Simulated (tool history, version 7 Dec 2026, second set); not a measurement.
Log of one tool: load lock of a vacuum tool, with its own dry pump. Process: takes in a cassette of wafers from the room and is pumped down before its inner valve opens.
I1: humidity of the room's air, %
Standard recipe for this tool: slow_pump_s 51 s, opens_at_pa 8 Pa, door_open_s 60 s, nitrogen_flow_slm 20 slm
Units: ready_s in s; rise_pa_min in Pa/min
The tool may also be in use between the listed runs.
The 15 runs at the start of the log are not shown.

Run 16, hour 6751.0: usual settings; I1 42.9. Result: ready_s 81.4 s, rise_pa_min 0.304 Pa/min.
Run 17, hour 7365.6: usual settings; I1 48.9. Result: ready_s 81.8 s, rise_pa_min 0.329 Pa/min.
Run 18, hour 7746.3: usual settings but slow_pump_s 77 s; I1 44.0. Result: ready_s 104.4 s, rise_pa_min 0.347 Pa/min.
Run 19, hour 8239.8: usual settings but slow_pump_s 77 s; I1 46.6. Result: ready_s 103.7 s, rise_pa_min 0.363 Pa/min.
Run 20, hour 8656.2: usual settings; I1 44.8. Result: ready_s 82.4 s, rise_pa_min 0.379 Pa/min.
Run 21, hour 9246.3: usual settings but opens_at_pa 12 Pa, nitrogen_flow_slm 5 slm; I1 42.8. Result: ready_s 80.8 s, rise_pa_min 0.405 Pa/min.
At hour 9561.4: door's seal changed, seat wiped.
Run 22, hour 9684.3: usual settings but slow_pump_s 63 s, opens_at_pa 6 Pa, door_open_s 48 s, nitrogen_flow_slm 26 slm; I1 47.0. Result: ready_s 94.7 s, rise_pa_min 0.019 Pa/min.
Run 23, hour 10298.4: usual settings but opens_at_pa 15 Pa; I1 43.0. Result: ready_s 81.6 s, rise_pa_min 0.026 Pa/min.
Run 24, hour 10625.6: usual settings but slow_pump_s 33 s; I1 47.8. Result: ready_s 69.1 s, rise_pa_min 0.029 Pa/min.
Run 25, hour 10890.4: usual settings but opens_at_pa 14 Pa, nitrogen_flow_slm 17 slm; I1 45.7. Result: ready_s 81.1 s, rise_pa_min 0.030 Pa/min.
Run 26, hour 11475.9: usual settings but slow_pump_s 44 s, opens_at_pa 14 Pa, door_open_s 206 s, nitrogen_flow_slm 17 slm; I1 45.2. Result: ready_s 75.4 s, rise_pa_min 0.068 Pa/min.
Run 27, hour 11733.1: usual settings but slow_pump_s 42 s, opens_at_pa 14 Pa, door_open_s 45 s, nitrogen_flow_slm 17 slm; I1 43.9. Result: ready_s 74.5 s, rise_pa_min 0.042 Pa/min.
Run 28, hour 12365.0: usual settings but slow_pump_s 42 s, opens_at_pa 14 Pa, door_open_s 45 s, nitrogen_flow_slm 17 slm; I1 44.6. Result: ready_s 74.0 s, rise_pa_min 0.042 Pa/min.
Run 29, hour 12700.9: usual settings but door_open_s 56 s, nitrogen_flow_slm 19 slm; I1 46.0. Result: ready_s 84.7 s, rise_pa_min 0.049 Pa/min.
Run 30, hour 13051.5: usual settings but slow_pump_s 69 s, opens_at_pa 11 Pa, door_open_s 59 s, nitrogen_flow_slm 16 slm; I1 48.6. Result: ready_s 99.1 s, rise_pa_min 0.061 Pa/min.
Run 31, hour 13585.2: usual settings but slow_pump_s 69 s, opens_at_pa 11 Pa, door_open_s 59 s, nitrogen_flow_slm 16 slm; I1 44.9. Result: ready_s 99.3 s, rise_pa_min 0.065 Pa/min.
Run 32, hour 13841.5: usual settings but slow_pump_s 59 s, opens_at_pa 11 Pa, door_open_s 42 s, nitrogen_flow_slm 4 slm; I1 43.9. Result: ready_s 90.7 s, rise_pa_min 0.078 Pa/min.
Run 33, hour 14203.4: usual settings but slow_pump_s 93 s, door_open_s 80 s, nitrogen_flow_slm 18 slm; I1 44.2. Result: ready_s 121.4 s, rise_pa_min 0.085 Pa/min.
Run 34, hour 14833.9: usual settings but slow_pump_s 72 s, opens_at_pa 13 Pa, nitrogen_flow_slm 7 slm; I1 40.6. Result: ready_s 101.3 s, rise_pa_min 0.094 Pa/min.
At hour 15203.8: dry pump taken out, an overhauled one fitted.
Run 35, hour 15203.8: usual settings but slow_pump_s 26 s, opens_at_pa 13 Pa, nitrogen_flow_slm 7 slm; I1 43.5. Result: ready_s 57.5 s, rise_pa_min 0.105 Pa/min.
Run 36, hour 15506.3: usual settings but opens_at_pa 11 Pa, door_open_s 160 s; I1 46.4. Result: ready_s 80.6 s, rise_pa_min 0.114 Pa/min.

3 options for the next run, each taken on its own from the tool as it stands now. Forecast them:
Run A, hour 15813.5: usual settings but slow_pump_s 100 s, opens_at_pa 9 Pa, door_open_s 104 s; I1 47.0. Result: ready_s ?, rise_pa_min ?.
Run B, hour 15813.5: usual settings but opens_at_pa 11 Pa, door_open_s 160 s, nitrogen_flow_slm 15 slm; I1 43.1. Result: ready_s ?, rise_pa_min ?.
Run C, hour 15813.5: usual settings but slow_pump_s 70 s, door_open_s 42 s, nitrogen_flow_slm 12 slm; I1 48.4. Result: ready_s ?, rise_pa_min ?.

run  ready_s  rise_pa_min
  A    121.9        0.118
  B     80.5        0.122
  C     97.3        0.107
Take away the tool's hidden state, keep each run's random variation, and the runs would have read:
run  ready_s  rise_pa_min
  A    121.4        0.034
  B     79.9        0.040
  C     96.7        0.025
